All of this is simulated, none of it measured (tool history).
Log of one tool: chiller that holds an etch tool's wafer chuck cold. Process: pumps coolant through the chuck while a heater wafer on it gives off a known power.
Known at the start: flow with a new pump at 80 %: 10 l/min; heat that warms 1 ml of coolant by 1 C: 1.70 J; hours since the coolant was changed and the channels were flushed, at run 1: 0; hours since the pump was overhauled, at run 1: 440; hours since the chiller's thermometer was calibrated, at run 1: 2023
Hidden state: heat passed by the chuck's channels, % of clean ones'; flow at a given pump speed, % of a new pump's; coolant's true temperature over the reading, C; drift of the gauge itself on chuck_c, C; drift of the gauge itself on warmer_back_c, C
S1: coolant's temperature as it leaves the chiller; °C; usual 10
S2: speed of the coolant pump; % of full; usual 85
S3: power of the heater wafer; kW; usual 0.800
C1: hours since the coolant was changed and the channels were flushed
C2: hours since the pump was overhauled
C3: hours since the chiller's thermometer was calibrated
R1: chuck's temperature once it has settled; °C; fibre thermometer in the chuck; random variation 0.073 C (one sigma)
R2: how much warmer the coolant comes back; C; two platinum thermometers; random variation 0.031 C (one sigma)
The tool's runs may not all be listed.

run 1 hour=0.0 | S1=10 S2=85 S3=0.800 | C1=0 C2=440 C3=2023 | R1=15.69 R2=2.66
run 2 hour=40.5 | S1=10 S2=85 S3=0.800 | C1=40 C2=480 C3=2064 | R1=15.80 R2=2.69
run 3 hour=68.9 | S1=10 S2=85 S3=0.800 | C1=69 C2=509 C3=2092 | R1=15.64 R2=2.67
run 4 hour=117.2 | S1=10 S2=85 S3=0.800 | C1=117 C2=557 C3=2141 | R1=15.80 R2=2.68
run 5 hour=163.4 | S1=10 S2=85 S3=0.800 | C1=163 C2=603 C3=2187 | R1=15.79 R2=2.67
run 6 hour=190.6 | S1=3 S2=85 S3=0.800 | C1=191 C2=630 C3=2214 | R1=8.70 R2=2.70
run 7 hour=227.0 | S1=10 S2=71 S3=0.800 | C1=227 C2=667 C3=2250 | R1=16.58 R2=3.31
run 8 hour=261.1 | S1=10 S2=71 S3=0.800 | C1=261 C2=701 C3=2284 | R1=16.57 R2=3.28
run 9 hour=286.8 | S1=10 S2=71 S3=0.800 | C1=287 C2=726 C3=2310 | R1=16.51 R2=3.26
run 10 hour=334.7 | S1=10 S2=71 S3=0.800 | C1=335 C2=774 C3=2358 | R1=16.63 R2=3.27
run 11 hour=359.0 | S1=10 S2=82 S3=0.800 | C1=359 C2=799 C3=2382 | R1=16.07 R2=2.77
run 12 hour=410.0 | S1=10 S2=85 S3=0.800 | C1=410 C2=850 C3=2433 | R1=15.76 R2=2.71
run 13 hour=463.9 | S1=10 S2=85 S3=0.800 | C1=464 C2=904 C3=2487 | R1=16.02 R2=2.69
run 14 hour=499.1 | S1=10 S2=98 S3=0.800 | C1=499 C2=939 C3=2522 | R1=15.29 R2=2.35
run 15 hour=543.4 | S1=10 S2=98 S3=0.800 | C1=543 C2=983 C3=2567 | R1=15.19 R2=2.42
run 16 hour=592.9 | S1=10 S2=98 S3=0.800 | C1=593 C2=1033 C3=2616 | R1=15.36 R2=2.36
run 17 hour=629.0 | S1=16 S2=63 S3=0.732 | C1=629 C2=1069 C3=2652 | R1=22.70 R2=3.41
run 18 hour=678.3 | S1=12 S2=68 S3=1.147 | C1=678 C2=1118 C3=2702 | R1=22.00 R2=5.00
run 19 hour=727.3 | S1=12 S2=68 S3=1.147 | C1=727 C2=1167 C3=2751 | R1=22.17 R2=5.02
run 20 hour=759.3 | S1=12 S2=68 S3=1.147 | C1=759 C2=1199 C3=2783 | R1=22.13 R2=5.03
-- hour=769.5 coolant pump overhauled
run 21 hour=800.6 | S1=12 S2=73 S3=1.136 | C1=796 C2=31 C3=2819 | R1=21.77 R2=4.72
run 22 hour=853.1 | S1=4 S2=73 S3=0.407 | C1=848 C2=84 C3=2871 | R1=7.31 R2=1.65
run 23 hour=907.6 | S1=1 S2=85 S3=0.800 | C1=903 C2=138 C3=2926 | R1=6.98 R2=2.90
run 24 hour=952.9 | S1=1 S2=85 S3=0.800 | C1=948 C2=183 C3=2971 | R1=7.09 R2=2.86
run 25 hour=998.0 | S1=10 S2=76 S3=0.577 | C1=993 C2=229 C3=3016 | R1=14.73 R2=2.35
-- hour=1007.7 coolant pump overhauled, once more
run 26 hour=1054.6 | S1=2 S2=85 S3=0.800 | C1=1045 C2=47 C3=3068 | R1=7.78 R2=2.71
run 27 hour=1091.8 | S1=2 S2=85 S3=0.800 | C1=1082 C2=84 C3=3105 | R1=7.72 R2=2.69
run 28 hour=1128.9 | S1=10 S2=82 S3=0.860 | C1=1119 C2=121 C3=3142 | R1=16.30 R2=2.99
run 29 hour=1176.0 | S1=10 S2=82 S3=0.860 | C1=1166 C2=168 C3=3189 | R1=16.43 R2=3.01
run 30 hour=1209.5 | S1=10 S2=70 S3=0.800 | C1=1199 C2=202 C3=3223 | R1=16.77 R2=3.27
run 31 hour=1249.2 | S1=14 S2=84 S3=0.654 | C1=1239 C2=241 C3=3262 | R1=18.79 R2=2.20

Forecast each of these 4 alternatives for the next run:
run A hour=1289.8 | S1=14 S2=62 S3=0.654 | C1=1280 C2=282 C3=3303 | R1=? R2=?
run B hour=1289.8 | S1=0 S2=72 S3=0.800 | C1=1280 C2=282 C3=3303 | R1=? R2=?
run C hour=1289.8 | S1=14 S2=98 S3=0.654 | C1=1280 C2=282 C3=3303 | R1=? R2=?
run D hour=1289.8 | S1=10 S2=85 S3=0.912 | C1=1280 C2=282 C3=3303 | R1=? R2=?

run=A R1=19.97 R2=2.94
run=B R1=6.47 R2=3.25
run=C R1=18.06 R2=1.92
run=D R1=16.76 R2=3.03
Without the tool's hidden state the same runs would have given:
run=A R1=20.05 R2=2.91
run=B R1=6.52 R2=3.22
run=C R1=18.20 R2=1.90
run=D R1=16.81 R2=3.00
